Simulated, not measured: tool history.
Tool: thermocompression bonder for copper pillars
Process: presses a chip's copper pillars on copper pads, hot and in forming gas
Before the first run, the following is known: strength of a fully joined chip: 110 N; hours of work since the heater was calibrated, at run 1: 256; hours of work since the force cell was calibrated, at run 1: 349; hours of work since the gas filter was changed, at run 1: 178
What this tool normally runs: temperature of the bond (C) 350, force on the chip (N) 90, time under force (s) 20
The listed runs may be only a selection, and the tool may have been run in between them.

run  hour  temperature of the bond (C)  force on the chip (N)  time under force (s)  hours of work since the heater was calibrated  hours of work since the force cell was calibrated  hours of work since the gas filter was changed  force that shears a chip off (N)
  1     0                          350                     90                    20                                            256                                                349                                             178                              44.3
  2   9.2                          350                     90                    20                                            262                                                355                                             184                              44.4
  3  26.3                          350                     90                    20                                            273                                                366                                             195                              44.4
  4    44                          350                     90                    20                                            285                                                378                                             207                              44.1
  5  52.5                          350                     90                    20                                            290                                                384                                             213                              44.2
  6  59.7                          350                     59                    11                                            295                                                388                                             217                              25.1
  7  69.8                          350                     71                    46                                            301                                                395                                             224                              51.4
  8  80.2                          350                     59                    55                                            308                                                402                                             231                              48.6
  9  90.4                          342                     78                    34                                            315                                                408                                             237                              45.1
 10  97.6                          370                     78                    34                                            320                                                413                                             242                                59

Branching from run 10: 3 alternative next runs. What would each branch give?
     104.5  -- forming gas filter changed
  A  110.5                          320                     92                    40                                            328                                                421                                               4                                 ?
     104.5  -- forming gas filter changed
  B  110.5                          328                    102                    20                                            328                                                421                                               4                                 ?
     104.5  -- forming gas filter changed
  C  110.5                          360                     78                    47                                            328                                                421                                               4                                 ?

run  force that shears a chip off (N)
  A                              42.2
  B                                38
  C                              60.1
Without the tool's hidden state the same runs would have given:
run  force that shears a chip off (N)
  A                              42.2
  B                                38
  C                              60.1

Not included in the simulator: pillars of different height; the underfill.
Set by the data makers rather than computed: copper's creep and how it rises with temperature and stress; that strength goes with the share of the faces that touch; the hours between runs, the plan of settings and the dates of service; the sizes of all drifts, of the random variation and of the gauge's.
